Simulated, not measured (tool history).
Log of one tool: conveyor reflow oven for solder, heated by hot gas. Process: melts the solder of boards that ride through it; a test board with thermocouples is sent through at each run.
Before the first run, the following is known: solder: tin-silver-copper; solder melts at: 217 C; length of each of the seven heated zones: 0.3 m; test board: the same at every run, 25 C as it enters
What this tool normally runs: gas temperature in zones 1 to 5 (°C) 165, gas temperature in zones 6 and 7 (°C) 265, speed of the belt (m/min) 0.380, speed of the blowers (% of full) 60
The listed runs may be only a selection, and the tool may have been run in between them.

run	hour	gas temperature in zones 1 to 5 (°C)	gas temperature in zones 6 and 7 (°C)	speed of the belt (m/min)	speed of the blowers (% of full)	highest temperature of the board (°C)	time above the solder's melting point (s)
1	0.0	165	265	0.380	60	250.5	67.5
2	15.9	165	265	0.380	60	250.9	66.5
3	23.9	165	265	0.380	60	250.5	66.3
4	39.6	165	265	0.380	60	250.6	67.0
5	52.3	165	265	0.380	60	250.5	66.7
6	66.8	165	265	0.380	60	250.3	66.7
7	76.1	165	265	0.380	60	250.5	66.5
8	84.8	165	265	0.380	60	250.3	67.0
9	102.1	165	265	0.380	60	250.0	66.2
# hour 107.0: belt drive overhauled, speed set with a stopwatch
10	122.5	165	265	0.380	55	249.8	66.7
11	135.2	165	265	0.380	55	249.8	66.6
12	144.1	163	265	0.380	55	249.5	65.0
13	153.1	172	273	0.380	55	257.7	76.7
14	165.3	165	258	0.333	60	247.9	76.0
# hour 170.8: belt drive overhauled, speed set with a stopwatch, once more
15	181.0	169	260	0.422	69	243.8	53.0
16	191.3	169	260	0.422	69	243.6	52.6
17	201.4	162	271	0.324	58	259.6	86.7
18	215.1	162	271	0.324	58	260.0	86.3
19	225.1	162	271	0.324	58	259.3	85.9
# hour 231.5: flux residue cleaned out of gas plates and filters
20	237.3	162	271	0.324	58	262.0	90.0
21	255.0	170	265	0.358	60	255.6	77.8
22	271.2	162	278	0.389	55	262.7	73.6

Consider 4 possible next runs. They are alternatives, not a sequence: every one starts from the tool as it was left by run 22. What does each give?
A	285.3	165	265	0.365	60	?	?
B	285.3	170	265	0.380	60	?	?
C	285.3	162	278	0.416	55	?	?
D	285.3	167	273	0.389	79	?	?

run	highest temperature of the board (°C)	time above the solder's melting point (s)
A	254.2	73.6
B	253.4	71.5
C	260.0	66.5
D	261.9	75.3
Stripped of hidden state, with their random variation kept, the same runs would have yielded:
run	highest temperature of the board (°C)	time above the solder's melting point (s)
A	252.8	72.4
B	252.0	70.4
C	258.7	65.6
D	260.5	74.4

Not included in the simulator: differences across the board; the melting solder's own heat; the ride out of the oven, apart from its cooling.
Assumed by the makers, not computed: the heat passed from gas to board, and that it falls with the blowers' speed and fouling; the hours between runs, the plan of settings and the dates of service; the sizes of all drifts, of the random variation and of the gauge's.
